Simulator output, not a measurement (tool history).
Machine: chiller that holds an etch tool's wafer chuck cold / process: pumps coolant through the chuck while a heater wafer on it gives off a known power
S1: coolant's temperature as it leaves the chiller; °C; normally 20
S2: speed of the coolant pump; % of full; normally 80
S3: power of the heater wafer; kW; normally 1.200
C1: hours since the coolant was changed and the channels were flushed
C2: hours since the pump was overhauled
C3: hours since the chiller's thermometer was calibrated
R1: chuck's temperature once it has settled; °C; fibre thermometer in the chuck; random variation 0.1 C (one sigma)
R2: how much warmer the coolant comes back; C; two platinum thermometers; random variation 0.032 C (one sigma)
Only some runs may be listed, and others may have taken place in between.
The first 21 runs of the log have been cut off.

run      day  S1  S2     S3    C1    C2    C3    R1    R2
 22  107.483  21  93  1.200  1810  3844  1912  30.6  2.99
 23  110.438  21  93  1.200  1881  3915  1983  30.6  3.02
 24  115.067  21  93  1.200  1992  4026  2094  30.5  3.10
 25  119.921  21  93  1.200  2108  4143  2210  30.5  3.04
 26  122.742  21  93  1.200  2176  4211  2278  30.6  3.08
 27  126.988  24  80  0.702  2278  4312  2380  30.5  2.05
 28  131.304  16  80  0.919  2381  4416  2483  24.3  2.72
 29  135.117  14  65  1.084  2473  4508  2575  25.5  3.92
 30  138.708  14  65  1.084  2559  4594  2661  25.6  3.92
 31  143.017  16  82  0.739  2663  4697  2765  22.8  2.14
 32  146.329  25  64  1.200  2742  4777  2844  38.0  4.43

Below are 3 alternative next runs, each starting from the tool's condition after run 32. Predict each:
  A  149.283  25  66  1.603  2813  4848  2915   ?   ?
  B  149.283  21  75  0.696  2813  4848  2915   ?   ?
  C  149.283  20  80  0.836  2813  4848  2915   ?   ?

run    R1    R2
  A  41.9  5.71
  B  28.0  2.18
  C  27.7  2.51
What these runs would have given with no unlogged condition in the tool:
run    R1    R2
  A  40.3  5.49
  B  27.2  2.09
  C  26.8  2.41
